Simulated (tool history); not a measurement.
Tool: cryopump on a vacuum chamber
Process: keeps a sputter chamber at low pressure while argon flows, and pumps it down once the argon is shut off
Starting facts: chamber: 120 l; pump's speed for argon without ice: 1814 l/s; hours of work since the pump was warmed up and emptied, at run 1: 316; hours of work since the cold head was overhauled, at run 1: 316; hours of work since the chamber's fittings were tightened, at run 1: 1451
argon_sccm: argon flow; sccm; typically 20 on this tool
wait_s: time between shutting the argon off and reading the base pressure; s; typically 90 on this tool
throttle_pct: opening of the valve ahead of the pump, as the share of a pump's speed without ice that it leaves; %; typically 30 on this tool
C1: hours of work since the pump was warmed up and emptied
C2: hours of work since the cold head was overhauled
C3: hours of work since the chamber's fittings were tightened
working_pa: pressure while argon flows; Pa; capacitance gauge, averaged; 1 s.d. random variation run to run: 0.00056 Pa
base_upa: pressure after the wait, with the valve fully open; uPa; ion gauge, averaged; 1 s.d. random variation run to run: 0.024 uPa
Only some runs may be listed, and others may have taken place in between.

Run 1, day 0: usual settings; C1 316; C2 316; C3 1451. Result: working_pa 0.0643 Pa, base_upa 1.81 uPa.
Run 2, day 1.433: usual settings; C1 342; C2 342; C3 1476. Result: working_pa 0.0647 Pa, base_upa 1.84 uPa.
Run 3, day 3.442: usual settings; C1 378; C2 378; C3 1513. Result: working_pa 0.0646 Pa, base_upa 1.95 uPa.
Run 4, day 5.171: usual settings; C1 409; C2 409; C3 1544. Result: working_pa 0.0649 Pa, base_upa 1.87 uPa.
Run 5, day 7.342: usual settings but argon_sccm 22 sccm; C1 448; C2 448; C3 1583. Result: working_pa 0.0715 Pa, base_upa 1.94 uPa.
Run 6, day 9.871: usual settings but wait_s 121 s; C1 494; C2 494; C3 1629. Result: working_pa 0.0667 Pa, base_upa 1.8 uPa.
Run 7, day 12.429: usual settings but argon_sccm 26 sccm, wait_s 121 s; C1 540; C2 540; C3 1675. Result: working_pa 0.0865 Pa, base_upa 1.87 uPa.
Run 8, day 13.688: usual settings but argon_sccm 26 sccm, wait_s 121 s; C1 563; C2 563; C3 1698. Result: working_pa 0.0864 Pa, base_upa 1.83 uPa.
Run 9, day 15.096: usual settings but argon_sccm 26 sccm, wait_s 121 s; C1 588; C2 588; C3 1723. Result: working_pa 0.0868 Pa, base_upa 1.82 uPa.
Run 10, day 17.583: usual settings but argon_sccm 26 sccm, wait_s 121 s, throttle_pct 16 %; C1 633; C2 633; C3 1768. Result: working_pa 0.1589 Pa, base_upa 2.01 uPa.
At day 19.354: leaking fittings of the chamber tightened, without venting.
Run 11, day 19.867: usual settings but argon_sccm 26 sccm, wait_s 121 s, throttle_pct 16 %; C1 673; C2 673; C3 9. Result: working_pa 0.1599 Pa, base_upa 0.79 uPa.
Run 12, day 21.679: usual settings but argon_sccm 26 sccm, wait_s 121 s, throttle_pct 16 %; C1 705; C2 705; C3 42. Result: working_pa 0.1589 Pa, base_upa 0.81 uPa.
Run 13, day 23.512: usual settings but throttle_pct 22 %; C1 739; C2 739; C3 75. Result: working_pa 0.0911 Pa, base_upa 1.06 uPa.
Run 14, day 25.633: usual settings but argon_sccm 12 sccm, throttle_pct 18 %; C1 777; C2 777; C3 113. Result: working_pa 0.0667 Pa, base_upa 1.13 uPa.
Run 15, day 27.542: usual settings but argon_sccm 12 sccm, throttle_pct 18 %; C1 811; C2 811; C3 148. Result: working_pa 0.0669 Pa, base_upa 1.13 uPa.
Run 16, day 28.592: usual settings but throttle_pct 15 %; C1 830; C2 830; C3 167. Result: working_pa 0.1329 Pa, base_upa 1.13 uPa.
At day 30.958: pump warmed up, emptied and cooled again.
Run 17, day 30.967: usual settings but throttle_pct 15 %; C1 0; C2 869; C3 206. Result: working_pa 0.1243 Pa, base_upa 1.02 uPa.
Run 18, day 33.038: usual settings but throttle_pct 15 %; C1 38; C2 907; C3 243. Result: working_pa 0.1235 Pa, base_upa 1.07 uPa.
Run 19, day 35.338: usual settings but wait_s 78 s, throttle_pct 25 %; C1 79; C2 948; C3 285. Result: working_pa 0.0743 Pa, base_upa 1.21 uPa.
Run 20, day 37.433: usual settings but wait_s 78 s, throttle_pct 25 %; C1 117; C2 986; C3 323. Result: working_pa 0.0762 Pa, base_upa 1.27 uPa.
Run 21, day 39.958: usual settings but wait_s 78 s, throttle_pct 25 %; C1 162; C2 1032; C3 368. Result: working_pa 0.076 Pa, base_upa 1.23 uPa.
Run 22, day 41.825: usual settings but argon_sccm 29 sccm, wait_s 285 s; C1 196; C2 1065; C3 402. Result: working_pa 0.0929 Pa, base_upa 0.66 uPa.
Run 23, day 43.229: usual settings but argon_sccm 29 sccm, wait_s 285 s; C1 221; C2 1091; C3 427. Result: working_pa 0.0914 Pa, base_upa 0.72 uPa.
Run 24, day 44.875: usual settings but argon_sccm 17 sccm, wait_s 278 s, throttle_pct 29 %; C1 251; C2 1120; C3 457. Result: working_pa 0.0565 Pa, base_upa 0.7 uPa.
Run 25, day 46.388: usual settings but argon_sccm 17 sccm, wait_s 278 s, throttle_pct 29 %; C1 278; C2 1148; C3 484. Result: working_pa 0.0576 Pa, base_upa 0.74 uPa.
Run 26, day 48.642: usual settings but argon_sccm 28 sccm, wait_s 125 s; C1 319; C2 1188; C3 525. Result: working_pa 0.0918 Pa, base_upa 1.07 uPa.

3 ways to go on from here, each from the tool as it stands after run 26. What would each give?
Run A, day 49.925: usual settings but throttle_pct 58 %; C1 342; C2 1211; C3 548. Result: working_pa ?, base_upa ?.
Run B, day 49.925: usual settings but argon_sccm 35 sccm, wait_s 75 s, throttle_pct 55 %; C1 342; C2 1211; C3 548. Result: working_pa ?, base_upa ?.
Run C, day 49.925: usual settings but argon_sccm 11 sccm, wait_s 194 s; C1 342; C2 1211; C3 548. Result: working_pa ?, base_upa ?.

run  working_pa  base_upa
  A      0.0351      1.29
  B      0.0643      1.47
  C      0.0355      0.83
Had the tool no hidden state, the same runs would have come out as:
run  working_pa  base_upa
  A       0.032      0.93
  B      0.0589       1.1
  C      0.0338      0.46
